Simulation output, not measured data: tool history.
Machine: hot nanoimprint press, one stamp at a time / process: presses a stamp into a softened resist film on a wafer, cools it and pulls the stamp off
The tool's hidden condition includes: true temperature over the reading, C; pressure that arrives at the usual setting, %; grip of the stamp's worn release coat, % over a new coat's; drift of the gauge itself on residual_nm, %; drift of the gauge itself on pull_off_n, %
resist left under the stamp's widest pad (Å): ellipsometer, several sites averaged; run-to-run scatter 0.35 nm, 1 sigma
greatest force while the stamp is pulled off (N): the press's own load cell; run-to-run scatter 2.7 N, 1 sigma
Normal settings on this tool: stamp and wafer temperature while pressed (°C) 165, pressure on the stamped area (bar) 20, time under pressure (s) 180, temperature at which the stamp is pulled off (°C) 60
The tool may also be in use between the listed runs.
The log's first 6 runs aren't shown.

run     day  stamp and wafer temperature while pressed (°C)  pressure on the stamped area (bar)  time under pressure (s)  temperature at which the stamp is pulled off (°C)  hours of work since the thermocouple was calibrated  imprints on the stamp's release coat  hours of work since the press's seals were changed  resist left under the stamp's widest pad (Å)  greatest force while the stamp is pulled off (N)
  7   4.479                                             165                                  20                      180                                                 55                                                  217                                   116                                                 118                                           925                                               154
  8   5.004                                             153                                  20                      180                                                 60                                                  224                                   150                                                 124                                          1544                                               145
  9   5.433                                             165                                  20                      180                                                 60                                                  229                                   178                                                 130                                           918                                               152
 10   6.388                                             165                                  20                      180                                                 60                                                  241                                   240                                                 141                                           918                                               146
      7.438  -- plate thermocouple calibrated
 11   7.438                                             165                                  20                      180                                                 60                                                    0                                   300                                                 153                                           967                                               152
 12   8.046                                             165                                  20                      180                                                 60                                                    7                                   340                                                 160                                           962                                               151
 13   8.646                                             165                                  20                      180                                                 60                                                   15                                   378                                                 168                                           961                                               152
 14   9.296                                             165                                  20                      180                                                 60                                                   23                                   421                                                 176                                           958                                               160
 15   9.996                                             165                                  20                      180                                                 60                                                   32                                   466                                                 184                                           959                                               158
 16  10.438                                             173                                15.8                      354                                                 57                                                   37                                   495                                                 190                                           518                                               166
 17  11.012                                             173                                15.8                      354                                                 57                                                   44                                   532                                                 197                                           521                                               170
 18  11.629                                             154                                23.1                      292                                                 55                                                   52                                   572                                                 205                                          1305                                               169
 19  12.075                                             165                                  20                      314                                                 66                                                   57                                   601                                                 210                                           764                                               151
 20  12.562                                             165                                  20                      314                                                 66                                                   63                                   632                                                 216                                           755                                               157
 21   13.05                                             165                                  20                      126                                                 52                                                   69                                   664                                                 222                                          1085                                               178
 22   14.05                                             165                                  20                      126                                                 52                                                   82                                   729                                                 234                                          1085                                               178
 23  14.579                                             172                                  20                      180                                                 60                                                   88                                   763                                                 241                                           659                                               169
 24  15.029                                             172                                  20                      229                                                 63                                                   94                                   792                                                 246                                           600                                               171
 25   15.85                                             161                                21.5                      180                                                 60                                                  104                                   845                                                 257                                          1125                                               168
 26  16.617                                             161                                28.9                      261                                                 60                                                  113                                   895                                                 266                                           866                                               167
 27  17.112                                             165                                16.2                       97                                                 54                                                  119                                   928                                                 272                                          1253                                               177
 28  17.938                                             165                                28.1                      139                                                 46                                                  129                                   981                                                 282                                           913                                               191
 29    18.5                                             165                                28.1                      139                                                 46                                                  136                                  1017                                                 289                                           917                                               195
 30  19.042                                             171                                19.8                      180                                                 60                                                  143                                  1053                                                 296                                           697                                               175

What if the next run were any one of these 4? Each begins from the tool's condition after run 30:
  A  19.612                                             170                                14.1                      270                                                 60                                                  150                                  1090                                                 303                                             ?                                                 ?
  B  19.612                                             155                                18.2                      180                                                 60                                                  150                                  1090                                                 303                                             ?                                                 ?
  C  19.612                                             175                                14.6                      180                                                 65                                                  150                                  1090                                                 303                                             ?                                                 ?
  D  19.612                                             171                                19.8                      131                                                 60                                                  150                                  1090                                                 303                                             ?                                                 ?

run  resist left under the stamp's widest pad (Å)  greatest force while the stamp is pulled off (N)
  A                                           708                                               176
  B                                          1492                                               177
  C                                           651                                               171
  D                                           794                                               176
Stripped of hidden state, with their random variation kept, the same runs would have yielded:
run  resist left under the stamp's widest pad (Å)  greatest force while the stamp is pulled off (N)
  A                                           729                                               143
  B                                          1520                                               143
  C                                           669                                               139
  D                                           815                                               143

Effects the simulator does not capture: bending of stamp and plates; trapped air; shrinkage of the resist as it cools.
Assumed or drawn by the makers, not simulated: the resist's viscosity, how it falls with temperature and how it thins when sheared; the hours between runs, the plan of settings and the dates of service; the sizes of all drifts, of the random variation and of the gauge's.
